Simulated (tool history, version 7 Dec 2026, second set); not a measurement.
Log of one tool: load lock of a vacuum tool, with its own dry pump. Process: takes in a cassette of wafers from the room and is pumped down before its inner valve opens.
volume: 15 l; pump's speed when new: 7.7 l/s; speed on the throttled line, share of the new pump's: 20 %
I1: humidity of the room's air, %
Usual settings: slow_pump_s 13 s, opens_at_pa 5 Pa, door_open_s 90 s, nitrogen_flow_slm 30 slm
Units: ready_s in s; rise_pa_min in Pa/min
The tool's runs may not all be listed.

{"run": 1, "day": 0.0, "slow_pump_s": 13, "opens_at_pa": 5, "door_open_s": 90, "nitrogen_flow_slm": 30, "I1": 43.7, "ready_s": 30.3, "rise_pa_min": 0.069}
{"run": 2, "day": 11.521, "slow_pump_s": 13, "opens_at_pa": 5, "door_open_s": 59, "nitrogen_flow_slm": 30, "I1": 41.4, "ready_s": 29.9, "rise_pa_min": 0.045}
{"run": 3, "day": 25.767, "slow_pump_s": 13, "opens_at_pa": 5, "door_open_s": 90, "nitrogen_flow_slm": 12, "I1": 44.0, "ready_s": 29.9, "rise_pa_min": 0.097}
{"run": 4, "day": 33.492, "slow_pump_s": 13, "opens_at_pa": 7, "door_open_s": 90, "nitrogen_flow_slm": 12, "I1": 45.1, "ready_s": 29.3, "rise_pa_min": 0.103}
{"run": 5, "day": 43.288, "slow_pump_s": 13, "opens_at_pa": 6, "door_open_s": 90, "nitrogen_flow_slm": 12, "I1": 43.5, "ready_s": 29.3, "rise_pa_min": 0.097}
{"run": 6, "day": 53.542, "slow_pump_s": 13, "opens_at_pa": 5, "door_open_s": 90, "nitrogen_flow_slm": 30, "I1": 43.9, "ready_s": 29.8, "rise_pa_min": 0.072}
{"run": 7, "day": 65.6, "slow_pump_s": 13, "opens_at_pa": 5, "door_open_s": 65, "nitrogen_flow_slm": 30, "I1": 45.9, "ready_s": 30.1, "rise_pa_min": 0.061}
{"run": 8, "day": 76.925, "slow_pump_s": 13, "opens_at_pa": 5, "door_open_s": 90, "nitrogen_flow_slm": 30, "I1": 49.4, "ready_s": 30.4, "rise_pa_min": 0.082}
{"run": 9, "day": 86.288, "slow_pump_s": 13, "opens_at_pa": 5, "door_open_s": 90, "nitrogen_flow_slm": 30, "I1": 42.9, "ready_s": 29.9, "rise_pa_min": 0.067}
{"run": 10, "day": 99.6, "slow_pump_s": 13, "opens_at_pa": 5, "door_open_s": 90, "nitrogen_flow_slm": 30, "I1": 47.1, "ready_s": 29.5, "rise_pa_min": 0.081}
{"run": 11, "day": 111.633, "slow_pump_s": 13, "opens_at_pa": 5, "door_open_s": 90, "nitrogen_flow_slm": 30, "I1": 45.8, "ready_s": 31.1, "rise_pa_min": 0.075}
{"run": 12, "day": 126.958, "slow_pump_s": 13, "opens_at_pa": 5, "door_open_s": 90, "nitrogen_flow_slm": 30, "I1": 42.2, "ready_s": 29.8, "rise_pa_min": 0.073}
{"run": 13, "day": 142.383, "slow_pump_s": 13, "opens_at_pa": 5, "door_open_s": 90, "nitrogen_flow_slm": 30, "I1": 45.5, "ready_s": 30.4, "rise_pa_min": 0.079}
{"run": 14, "day": 156.817, "slow_pump_s": 13, "opens_at_pa": 5, "door_open_s": 90, "nitrogen_flow_slm": 30, "I1": 44.3, "ready_s": 30.1, "rise_pa_min": 0.071}
{"run": 15, "day": 165.417, "slow_pump_s": 13, "opens_at_pa": 5, "door_open_s": 90, "nitrogen_flow_slm": 30, "I1": 46.5, "ready_s": 29.9, "rise_pa_min": 0.07}
{"run": 16, "day": 180.238, "slow_pump_s": 13, "opens_at_pa": 5, "door_open_s": 90, "nitrogen_flow_slm": 30, "I1": 42.2, "ready_s": 30.3, "rise_pa_min": 0.068}
{"day": 186.754, "done": "dry pump taken out, an overhauled one fitted"}
{"run": 17, "day": 195.204, "slow_pump_s": 13, "opens_at_pa": 5, "door_open_s": 90, "nitrogen_flow_slm": 30, "I1": 46.7, "ready_s": 30.0, "rise_pa_min": 0.077}
{"run": 18, "day": 204.992, "slow_pump_s": 13, "opens_at_pa": 5, "door_open_s": 90, "nitrogen_flow_slm": 30, "I1": 42.4, "ready_s": 30.4, "rise_pa_min": 0.064}
{"run": 19, "day": 221.125, "slow_pump_s": 25, "opens_at_pa": 5, "door_open_s": 90, "nitrogen_flow_slm": 30, "I1": 46.3, "ready_s": 39.9, "rise_pa_min": 0.073}
{"run": 20, "day": 232.392, "slow_pump_s": 25, "opens_at_pa": 5, "door_open_s": 90, "nitrogen_flow_slm": 30, "I1": 46.3, "ready_s": 40.2, "rise_pa_min": 0.078}
{"run": 21, "day": 247.283, "slow_pump_s": 13, "opens_at_pa": 5, "door_open_s": 33, "nitrogen_flow_slm": 30, "I1": 46.4, "ready_s": 30.1, "rise_pa_min": 0.042}
{"run": 22, "day": 257.779, "slow_pump_s": 13, "opens_at_pa": 4, "door_open_s": 33, "nitrogen_flow_slm": 30, "I1": 43.3, "ready_s": 30.3, "rise_pa_min": 0.037}
{"run": 23, "day": 266.954, "slow_pump_s": 13, "opens_at_pa": 4, "door_open_s": 33, "nitrogen_flow_slm": 9, "I1": 44.4, "ready_s": 30.4, "rise_pa_min": 0.056}
{"run": 24, "day": 275.025, "slow_pump_s": 13, "opens_at_pa": 5, "door_open_s": 191, "nitrogen_flow_slm": 30, "I1": 45.8, "ready_s": 30.5, "rise_pa_min": 0.13}
{"run": 25, "day": 284.242, "slow_pump_s": 13, "opens_at_pa": 5, "door_open_s": 191, "nitrogen_flow_slm": 30, "I1": 45.4, "ready_s": 30.6, "rise_pa_min": 0.128}
{"run": 26, "day": 294.454, "slow_pump_s": 13, "opens_at_pa": 7, "door_open_s": 191, "nitrogen_flow_slm": 30, "I1": 44.2, "ready_s": 29.2, "rise_pa_min": 0.121}
{"run": 27, "day": 304.975, "slow_pump_s": 13, "opens_at_pa": 7, "door_open_s": 191, "nitrogen_flow_slm": 30, "I1": 45.7, "ready_s": 29.6, "rise_pa_min": 0.129}
{"run": 28, "day": 317.112, "slow_pump_s": 7, "opens_at_pa": 8, "door_open_s": 194, "nitrogen_flow_slm": 23, "I1": 47.7, "ready_s": 24.2, "rise_pa_min": 0.15}
{"run": 29, "day": 324.596, "slow_pump_s": 13, "opens_at_pa": 5, "door_open_s": 90, "nitrogen_flow_slm": 4, "I1": 44.8, "ready_s": 29.6, "rise_pa_min": 0.13}
{"run": 30, "day": 337.2, "slow_pump_s": 17, "opens_at_pa": 5, "door_open_s": 57, "nitrogen_flow_slm": 30, "I1": 44.0, "ready_s": 32.9, "rise_pa_min": 0.051}
{"run": 31, "day": 353.142, "slow_pump_s": 14, "opens_at_pa": 5, "door_open_s": 90, "nitrogen_flow_slm": 30, "I1": 45.3, "ready_s": 30.7, "rise_pa_min": 0.074}
{"run": 32, "day": 362.254, "slow_pump_s": 14, "opens_at_pa": 5, "door_open_s": 102, "nitrogen_flow_slm": 21, "I1": 42.9, "ready_s": 30.5, "rise_pa_min": 0.091}
{"run": 33, "day": 378.521, "slow_pump_s": 14, "opens_at_pa": 5, "door_open_s": 102, "nitrogen_flow_slm": 21, "I1": 47.8, "ready_s": 31.1, "rise_pa_min": 0.096}
{"run": 34, "day": 388.496, "slow_pump_s": 13, "opens_at_pa": 5, "door_open_s": 90, "nitrogen_flow_slm": 17, "I1": 47.1, "ready_s": 30.0, "rise_pa_min": 0.104}
{"run": 35, "day": 400.233, "slow_pump_s": 13, "opens_at_pa": 5, "door_open_s": 162, "nitrogen_flow_slm": 21, "I1": 46.2, "ready_s": 29.8, "rise_pa_min": 0.135}
{"run": 36, "day": 413.083, "slow_pump_s": 13, "opens_at_pa": 7, "door_open_s": 94, "nitrogen_flow_slm": 30, "I1": 44.2, "ready_s": 29.3, "rise_pa_min": 0.077}

Forecast run 37:
{"run": 37, "day": 426.583, "slow_pump_s": 16, "opens_at_pa": 8, "door_open_s": 28, "nitrogen_flow_slm": 8, "I1": 42.8, "ready_s": "?", "rise_pa_min": "?"}

Run 37 gave ready_s 31.8 s, rise_pa_min 0.048 Pa/min.
Without the tool's hidden state the same run would have given ready_s 31.8 s, rise_pa_min 0.046 Pa/min.

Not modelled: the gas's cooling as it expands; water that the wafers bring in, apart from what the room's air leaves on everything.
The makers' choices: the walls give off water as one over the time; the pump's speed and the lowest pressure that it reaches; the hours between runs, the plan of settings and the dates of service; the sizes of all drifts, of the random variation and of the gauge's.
